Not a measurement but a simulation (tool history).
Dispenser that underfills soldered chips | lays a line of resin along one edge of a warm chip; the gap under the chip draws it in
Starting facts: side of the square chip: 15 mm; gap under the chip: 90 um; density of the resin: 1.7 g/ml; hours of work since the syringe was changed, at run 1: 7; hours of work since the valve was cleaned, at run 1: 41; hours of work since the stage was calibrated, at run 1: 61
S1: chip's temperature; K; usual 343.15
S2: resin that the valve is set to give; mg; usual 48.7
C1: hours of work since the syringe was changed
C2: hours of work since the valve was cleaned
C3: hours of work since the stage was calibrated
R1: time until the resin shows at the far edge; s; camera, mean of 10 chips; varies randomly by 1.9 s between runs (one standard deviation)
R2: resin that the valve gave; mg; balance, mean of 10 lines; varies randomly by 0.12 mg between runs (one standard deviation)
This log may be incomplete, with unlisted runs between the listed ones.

Run 1, hour 0.0: usual settings; C1 7; C2 41; C3 61. Result: R1 260.2 s, R2 46.85 mg.
At hour 3.1: new syringe of resin.
At hour 14.9: new syringe of resin.
Run 2, hour 17.0: usual settings but S1 335.15 K; C1 2; C2 54; C3 74. Result: R1 296.9 s, R2 46.21 mg.
At hour 18.9: dispensing valve cleaned and set on the balance.
Run 3, hour 25.2: usual settings but S1 335.15 K; C1 7; C2 5; C3 80. Result: R1 363.0 s, R2 48.54 mg.
At hour 27.9: new syringe of resin.
At hour 39.5: new syringe of resin.
Run 4, hour 41.4: usual settings but S1 335.15 K; C1 2; C2 17; C3 92. Result: R1 288.1 s, R2 48.17 mg.
At hour 51.5: new syringe of resin.
Run 5, hour 58.2: usual settings but S1 335.15 K; C1 5; C2 30; C3 105. Result: R1 344.1 s, R2 47.56 mg.
At hour 63.8: new syringe of resin.
Run 6, hour 72.1: usual settings but S1 346.15 K; C1 7; C2 41; C3 116. Result: R1 222.7 s, R2 47.08 mg.
At hour 75.6: new syringe of resin.
Run 7, hour 81.7: usual settings but S2 41.7 mg; C1 5; C2 49; C3 123. Result: R1 253.6 s, R2 39.98 mg.
At hour 87.7: new syringe of resin.
At hour 92.1: dispensing valve cleaned and set on the balance.
Run 8, hour 93.6: usual settings but S2 41.7 mg; C1 4; C2 1; C3 132. Result: R1 238.9 s, R2 41.67 mg.
At hour 100.8: new syringe of resin.
Run 9, hour 109.5: usual settings but S2 41.7 mg; C1 7; C2 14; C3 144. Result: R1 274.1 s, R2 41.16 mg.
At hour 112.1: new syringe of resin.
Run 10, hour 117.5: usual settings but S1 349.15 K, S2 54.7 mg; C1 4; C2 20; C3 150. Result: R1 179.1 s, R2 53.64 mg.
At hour 123.7: new syringe of resin.
Run 11, hour 128.6: usual settings but S1 349.15 K, S2 54.7 mg; C1 4; C2 28; C3 159. Result: R1 172.8 s, R2 53.38 mg.
At hour 135.3: new syringe of resin.
Run 12, hour 141.9: usual settings but S1 349.15 K, S2 54.7 mg; C1 5; C2 39; C3 169. Result: R1 185.7 s, R2 52.89 mg.
At hour 147.6: new syringe of resin.
Run 13, hour 149.8: usual settings but S1 349.15 K, S2 54.7 mg; C1 2; C2 44; C3 175. Result: R1 162.1 s, R2 52.83 mg.
At hour 158.8: new syringe of resin.
At hour 165.3: dispensing valve cleaned and set on the balance.
Run 14, hour 166.0: usual settings but S1 349.15 K, S2 54.7 mg; C1 5; C2 1; C3 187. Result: R1 180.2 s, R2 54.73 mg.
At hour 171.8: new syringe of resin.
Run 15, hour 177.9: usual settings but S1 329.15 K, S2 56.0 mg; C1 5; C2 10; C3 196. Result: R1 428.8 s, R2 55.46 mg.
At hour 183.1: new syringe of resin.
Run 16, hour 189.6: usual settings but S1 332.15 K, S2 56.0 mg; C1 5; C2 19; C3 205. Result: R1 374.6 s, R2 55.36 mg.

5 options for the next run, each taken on its own from the tool as it stands now. Forecast them:
At hour 194.4: new syringe of resin.
Run A, hour 204.0: usual settings but S1 348.15 K, S2 51.7 mg; C1 8; C2 30; C3 216. Result: R1 ?, R2 ?.
At hour 194.4: new syringe of resin.
Run B, hour 204.0: usual settings but S1 332.15 K, S2 45.8 mg; C1 8; C2 30; C3 216. Result: R1 ?, R2 ?.
At hour 194.4: new syringe of resin.
Run C, hour 204.0: usual settings but S1 351.15 K; C1 8; C2 30; C3 216. Result: R1 ?, R2 ?.
At hour 194.4: new syringe of resin.
Run D, hour 204.0: usual settings but S1 351.15 K, S2 45.7 mg; C1 8; C2 30; C3 216. Result: R1 ?, R2 ?.
At hour 194.4: new syringe of resin.
Run E, hour 204.0: usual settings but S1 332.15 K, S2 54.0 mg; C1 8; C2 30; C3 216. Result: R1 ?, R2 ?.

run     R1     R2
  A  219.0  50.51
  B  438.8  44.72
  C  193.2  47.37
  D  196.5  44.51
  E  427.4  52.63
Had the tool no hidden state, the same runs would have come out as:
run     R1     R2
  A  157.5  51.87
  B  314.1  45.92
  C  138.7  48.64
  D  141.1  45.70
  E  307.2  54.05
